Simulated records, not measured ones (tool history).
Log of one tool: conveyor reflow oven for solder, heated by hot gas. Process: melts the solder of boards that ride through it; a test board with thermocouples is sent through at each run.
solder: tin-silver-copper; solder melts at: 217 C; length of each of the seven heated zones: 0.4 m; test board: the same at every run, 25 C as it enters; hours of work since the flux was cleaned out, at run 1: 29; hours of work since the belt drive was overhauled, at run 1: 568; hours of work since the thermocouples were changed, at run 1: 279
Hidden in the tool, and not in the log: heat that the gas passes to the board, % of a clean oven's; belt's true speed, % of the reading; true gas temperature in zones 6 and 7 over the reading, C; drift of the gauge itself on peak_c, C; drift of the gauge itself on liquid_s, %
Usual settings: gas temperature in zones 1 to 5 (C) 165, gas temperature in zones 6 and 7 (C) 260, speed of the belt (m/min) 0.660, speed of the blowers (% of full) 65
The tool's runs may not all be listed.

run	hour	gas temperature in zones 1 to 5 (C)	gas temperature in zones 6 and 7 (C)	speed of the belt (m/min)	speed of the blowers (% of full)	hours of work since the flux was cleaned out	hours of work since the belt drive was overhauled	hours of work since the thermocouples were changed	highest temperature of the board (C)	time above the solder's melting point (s)
1	0.0	165	260	0.660	65	29	568	279	244.66	46.3
2	27.6	165	260	0.660	65	48	587	298	244.60	46.2
3	48.8	165	262	0.660	65	63	602	313	246.27	47.8
4	66.8	165	262	0.660	65	75	614	325	246.10	47.6
5	87.7	165	260	0.674	65	90	629	340	243.73	44.4
6	117.9	151	260	0.674	65	111	650	361	241.11	38.2
7	151.9	165	260	0.604	65	135	674	385	247.11	53.7
8	178.1	165	260	0.604	65	153	692	403	246.96	53.8
# hour 184.6: flux residue cleaned out of gas plates and filters
9	214.5	165	260	0.604	65	21	714	425	246.40	53.0
10	229.9	165	260	0.604	65	32	724	436	246.32	52.9
11	262.6	165	260	0.690	65	54	747	458	241.97	41.1
12	289.5	165	260	0.660	65	73	766	477	243.32	45.0
13	310.6	165	260	0.660	65	88	781	492	243.41	44.9
14	327.3	165	260	0.660	65	100	792	504	243.27	44.8
# hour 351.7: flux residue cleaned out of gas plates and filters, once more
15	353.5	169	260	0.660	65	1	807	518	245.85	48.8
16	371.5	165	253	0.660	58	14	820	531	236.62	37.9
17	388.1	165	253	0.660	58	25	831	542	236.39	37.9
18	407.2	165	262	0.660	58	39	845	556	244.15	45.3
19	432.1	165	262	0.660	58	56	862	573	244.14	45.2
20	457.9	170	262	0.660	52	74	880	591	242.75	44.7
21	485.2	170	262	0.660	52	93	899	610	242.87	44.6
22	503.7	170	262	0.660	52	106	912	623	242.76	44.9
23	525.3	158	262	0.573	52	121	927	638	245.32	52.0
24	551.8	178	269	0.713	65	140	945	657	252.36	52.1
25	579.4	174	269	0.713	65	159	965	676	251.48	50.0
26	596.9	174	269	0.744	65	171	977	688	249.73	46.5
# hour 613.3: flux residue cleaned out of gas plates and filters
# hour 629.1: belt drive overhauled, speed set with a stopwatch
27	634.4	178	260	0.660	53	12	4	708	243.20	47.6
28	664.0	175	256	0.695	79	33	24	729	244.99	48.0
29	697.0	154	252	0.779	78	56	47	752	234.34	27.2
30	721.1	159	260	0.676	69	72	64	768	243.97	42.7

The same runs without the tool's hidden state, with the same run-to-run variation:
run	highest temperature of the board (C)	time above the solder's melting point (s)
1	244.19	45.4
2	244.19	45.4
3	245.90	47.0
4	245.78	46.9
5	243.46	43.8
6	240.95	37.7
7	246.92	53.2
8	246.83	53.2
9	246.82	53.2
10	246.77	53.1
11	242.72	41.8
12	244.05	45.6
13	244.19	45.5
14	244.09	45.5
15	244.93	47.4
16	235.72	36.3
17	235.52	36.3
18	243.29	43.9
19	243.35	43.9
20	241.96	43.4
21	242.10	43.2
22	242.03	43.6
23	244.58	50.6
24	251.90	51.1
25	251.10	49.1
26	249.44	45.7
27	242.50	47.0
28	244.34	47.6
29	233.96	26.9
30	243.54	42.4
